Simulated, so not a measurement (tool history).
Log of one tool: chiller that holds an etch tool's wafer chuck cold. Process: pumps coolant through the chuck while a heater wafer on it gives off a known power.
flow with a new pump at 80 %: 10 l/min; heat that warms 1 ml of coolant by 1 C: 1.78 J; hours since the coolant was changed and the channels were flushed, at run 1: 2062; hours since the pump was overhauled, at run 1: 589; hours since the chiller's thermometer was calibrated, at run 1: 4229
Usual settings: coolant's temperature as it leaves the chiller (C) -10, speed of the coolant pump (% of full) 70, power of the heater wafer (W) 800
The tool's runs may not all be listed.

run     day  coolant's temperature as it leaves the chiller (C)  speed of the coolant pump (% of full)  power of the heater wafer (W)  hours since the coolant was changed and the channels were flushed  hours since the pump was overhauled  hours since the chiller's thermometer was calibrated  chuck's temperature once it has settled (C)  how much warmer the coolant comes back (C)
  1       0                                                 -10                                     70                            800                                                               2062                                  589                                                  4229                                         -3.2                                        3.12
  2   0.546                                                 -10                                     70                            799                                                               2075                                  602                                                  4242                                         -3.4                                        3.13
  3   1.842                                                 -10                                     70                            799                                                               2106                                  633                                                  4273                                         -3.1                                         3.1
  4   2.421                                                 -10                                     70                            799                                                               2120                                  647                                                  4287                                         -3.1                                        3.11
  5   3.496                                                 -17                                     70                            800                                                               2146                                  672                                                  4313                                        -10.1                                         3.1
  6   4.575                                                 -12                                     70                            800                                                               2172                                  698                                                  4339                                         -5.2                                        3.11
  7   5.242                                                 -12                                     70                            800                                                               2188                                  714                                                  4355                                         -5.4                                        3.11
  8   6.162                                                 -12                                     70                            800                                                               2210                                  736                                                  4377                                         -5.1                                        3.08
  9   7.254                                                 -10                                     70                           1101                                                               2236                                  763                                                  4403                                         -0.3                                        4.29
 10   7.917                                                 -10                                     70                           1101                                                               2252                                  779                                                  4419                                         -0.5                                        4.29
 11   8.512                                                 -10                                     70                           1101                                                               2267                                  793                                                  4433                                         -0.5                                         4.3
 12   9.054                                                 -10                                     70                           1101                                                               2280                                  806                                                  4446                                         -0.3                                         4.3
 13  10.262                                                  -6                                     92                            800                                                               2309                                  835                                                  4475                                         -0.7                                        2.36
 14  10.838                                                  -6                                     89                            735                                                               2322                                  849                                                  4489                                         -1.1                                        2.25
 15  11.958                                                  -6                                     89                            735                                                               2349                                  876                                                  4516                                         -1.1                                        2.26
 16  13.046                                                   0                                     88                           1045                                                               2375                                  902                                                  4542                                          7.5                                        3.26
 17  14.204                                                  -6                                     74                           1069                                                               2403                                  929                                                  4570                                          2.9                                        3.95
 18  14.988                                                 -13                                     70                            800                                                               2422                                  948                                                  4589                                         -6.1                                        3.13

5 ways to go on from here, each from the tool as it stands after run 18. What would each give?
  A  15.933                                                 -13                                     70                            455                                                               2445                                  971                                                  4611                                            ?                                           ?
  B  15.933                                                  -1                                     76                            850                                                               2445                                  971                                                  4611                                            ?                                           ?
  C  15.933                                                  -1                                     91                            617                                                               2445                                  971                                                  4611                                            ?                                           ?
  D  15.933                                                  -6                                     70                            800                                                               2445                                  971                                                  4611                                            ?                                           ?
  E  15.933                                                 -10                                     88                            800                                                               2445                                  971                                                  4611                                            ?                                           ?

run  chuck's temperature once it has settled (C)  how much warmer the coolant comes back (C)
  A                                         -9.5                                        1.77
  B                                            6                                        3.08
  C                                            3                                        1.87
  D                                          0.9                                        3.15
  E                                         -4.5                                         2.5
Without the tool's hidden state the same runs would have given:
run  chuck's temperature once it has settled (C)  how much warmer the coolant comes back (C)
  A                                         -9.3                                        1.75
  B                                          6.1                                        3.05
  C                                          3.2                                        1.85
  D                                            1                                        3.12
  E                                         -4.4                                        2.48
